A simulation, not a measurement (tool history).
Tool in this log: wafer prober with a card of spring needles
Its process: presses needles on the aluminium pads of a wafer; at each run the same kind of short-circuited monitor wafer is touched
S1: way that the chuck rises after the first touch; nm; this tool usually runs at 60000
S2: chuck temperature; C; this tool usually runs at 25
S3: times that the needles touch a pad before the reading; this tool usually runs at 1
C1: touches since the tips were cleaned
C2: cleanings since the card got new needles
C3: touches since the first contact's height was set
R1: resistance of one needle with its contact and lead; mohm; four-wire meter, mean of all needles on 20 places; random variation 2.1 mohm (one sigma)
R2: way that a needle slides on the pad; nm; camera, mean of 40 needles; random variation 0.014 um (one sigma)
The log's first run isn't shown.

run   hour     S1  S2  S3    C1  C2     C3   R1     R2
         4  -- tips cleaned on abrasive film
  2   10.1  60000  25   1  3603  60  48803  256  12050
      12.2  -- tips cleaned on abrasive film
      21.3  -- tips cleaned on abrasive film
  3   27.2  60000  25   1  3503  62  58832  262  11970
      29.4  -- tips cleaned on abrasive film
      37.8  -- tips cleaned on abrasive film
  4   37.9  60000  25   1    98  64  65042  236  11950
      41.1  -- height of the first contact set anew
      46.4  -- tips cleaned on abrasive film
      55.2  -- tips cleaned on abrasive film
  5   56.9  65000  25   1  1001  66   9217  244  13170
      63.6  -- tips cleaned on abrasive film
  6   71.2  65000  25   1  4508  67  17627  254  13150
      72.8  -- tips cleaned on abrasive film
      81.7  -- tips cleaned on abrasive film
  7   83.6  65000  25   1  1128  69  24839  245  13120
      90.9  -- tips cleaned on abrasive film
  8   95.3  60000  25   1  2599  70  31714  257  12080
      98.9  -- tips cleaned on abrasive film
     106.9  -- tips cleaned on abrasive film
  9  113.7  60000  49   1  4034  72  42472  268  12030
     115.3  -- tips cleaned on abrasive film
 10  123.1  60000  49   1  4616  73  47978  271  12020
     124.8  -- tips cleaned on abrasive film
     133.6  -- tips cleaned on abrasive film
 11  137.9  60000  49   1  2580  75  56618  257  11990
     142.9  -- tips cleaned on abrasive film
     152.1  -- tips cleaned on abrasive film
     155.6  -- height of the first contact set anew
 12  156.6  60000  25   2  2483  77    552  245  12170
     160.8  -- tips cleaned on abrasive film
 13  166.9  60000  25   2  3605  78   6614  253  12170
       169  -- tips cleaned on abrasive film
       177  -- tips cleaned on abrasive film
     185.4  -- tips cleaned on abrasive film
 14  185.7  60000  25   2   136  81  17516  236  12120
     194.1  -- tips cleaned on abrasive film
       203  -- tips cleaned on abrasive film
 15    203  60000  25   2     0  83  27647  238  12100
     211.4  -- tips cleaned on abrasive film
     220.5  -- tips cleaned on abrasive film
 16    222  60000  25   1   858  85  38768  244  12040
     228.6  -- tips cleaned on abrasive film
     237.5  -- tips cleaned on abrasive film
 17  238.6  60000  25   1   642  87  48481  244  12010
     247.1  -- tips cleaned on abrasive film
     255.1  -- tips cleaned on abrasive film
 18  255.1  46000  25   2     0  89  58129  243   9110
     263.3  -- tips cleaned on abrasive film
 19  265.5  41000  31   2  1284  90  64211  259   8100

Predict the results of run 20:
     270.2  -- height of the first contact set anew
     271.7  -- tips cleaned on abrasive film
     280.2  -- tips cleaned on abrasive film
 20  280.7  54000  85   1  305  92  6101   ?   ?

R1: 259 mohm
R2: 10940 nm
On a tool with no hidden condition, and with the same random variation, this run would have come out at R1 250 mohm, R2 10980 nm.
